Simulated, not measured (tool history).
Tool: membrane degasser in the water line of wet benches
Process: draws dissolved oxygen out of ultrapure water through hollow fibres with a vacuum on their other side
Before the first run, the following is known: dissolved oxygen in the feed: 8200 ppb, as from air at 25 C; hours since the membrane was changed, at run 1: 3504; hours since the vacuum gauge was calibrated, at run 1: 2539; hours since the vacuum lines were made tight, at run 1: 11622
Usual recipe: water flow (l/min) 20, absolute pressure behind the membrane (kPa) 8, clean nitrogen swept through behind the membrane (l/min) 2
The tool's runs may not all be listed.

run	hour	water flow (l/min)	absolute pressure behind the membrane (kPa)	clean nitrogen swept through behind the membrane (l/min)	hours since the membrane was changed	hours since the vacuum gauge was calibrated	hours since the vacuum lines were made tight	dissolved oxygen in the water behind the degasser (ppb)	pressure that the water loses in the fibres (kPa)
1	0	20	8	2	3504	2539	11622	123.6	56.53
2	104.8	20	8	2.26	3609	2644	11727	111.5	56.92
3	173.4	20	8	2.26	3677	2713	11796	111.4	56.7
4	238	20	8	2.26	3742	2777	11860	111.9	56.63
5	325.1	20	19.06	2.26	3829	2864	11948	337.8	57.05
6	384.3	20	19.06	2.26	3888	2923	12007	338.4	57.01
7	480.9	20	19.06	5.5	3985	3020	12103	151.9	57.01
8	567	20	19.06	5.5	4071	3106	12189	151.4	56.72
9	681.9	17	8	2	4186	3221	12304	104.9	48.08
10	738.2	20	8.16	2	4242	3277	12361	128.8	57.04
# hour 747.5: seals of the vacuum lines changed
11	802.6	20	8.16	2	4304	3340	55	127.3	57.13
12	901.4	20	8.16	2	4403	3439	154	126.2	56.7
13	997.6	20	8.16	2	4499	3535	250	126.1	56.86
14	1086.1	20	13.41	2	4588	3623	339	246.4	56.9
15	1165.1	20	11.65	2	4667	3702	418	206.2	57.22
16	1219.9	20	11.65	2	4722	3757	472	205.9	56.83
17	1318.7	13	9.16	3.04	4820	3856	571	65.1	36.93
18	1433.4	13	9.16	3.04	4935	3971	686	64.9	37.01
19	1484.3	18	5.11	3.04	4986	4021	737	34.5	51.07
20	1534.1	20	5.95	1.45	5036	4071	787	98.2	56.83
21	1628	20	10.05	1.45	5130	4165	881	225.9	56.74
22	1714.5	28	17.24	1.52	5216	4252	967	569.5	80.42
23	1816.1	15	5.44	1.92	5318	4353	1069	47	42.69
24	1916.3	15	5.44	1.92	5418	4453	1169	46.5	42.92
25	1994.3	21	11.07	4.89	5496	4531	1247	93.9	59.83
26	2102.4	20	13.1	2.11	5604	4640	1355	228.3	57.4
27	2154.4	20	13.1	2.11	5656	4692	1407	228.9	56.77
28	2262.3	30	13.1	3.28	5764	4799	1515	243.3	85.82
29	2347.8	22	9.47	1.83	5849	4885	1600	187.9	62.76
30	2413.2	22	9.47	1.83	5915	4950	1666	188.4	63.15
31	2462.1	26	8.53	4.43	5964	4999	1715	97.6	74.73
32	2564.4	20	8	2.56	6066	5102	1817	100.4	57.21

Run by run, hidden condition taken away, random variation retained:
Hidden state at play: membrane still open, %; true pressure behind the membrane over the reading, kPa; air that leaks in behind the membrane, l/min; drift of the gauge itself on oxygen_ppb, %; drift of the gauge itself on loss_of_pressure_kpa, %.
run	dissolved oxygen in the water behind the degasser (ppb)	pressure that the water loses in the fibres (kPa)
1	119.7	55.94
2	107.8	56.31
3	107.6	56.09
4	108	56
5	330	56.41
6	330.5	56.35
7	147.6	56.34
8	147	56.04
9	100.8	47.48
10	124.1	56.33
11	124.7	56.41
12	123.6	55.97
13	123.4	56.11
14	243.7	56.13
15	203.4	56.43
16	203	56.04
17	63.9	36.41
18	63.7	36.47
19	32.5	50.32
20	94.2	55.99
21	221.9	55.88
22	563.7	79.18
23	44.6	42.02
24	44.1	42.24
25	91.6	58.86
26	224.8	56.45
27	225.3	55.82
28	237.9	84.37
29	183.3	61.68
30	183.7	62.05
31	93.8	73.43
32	97	56.19

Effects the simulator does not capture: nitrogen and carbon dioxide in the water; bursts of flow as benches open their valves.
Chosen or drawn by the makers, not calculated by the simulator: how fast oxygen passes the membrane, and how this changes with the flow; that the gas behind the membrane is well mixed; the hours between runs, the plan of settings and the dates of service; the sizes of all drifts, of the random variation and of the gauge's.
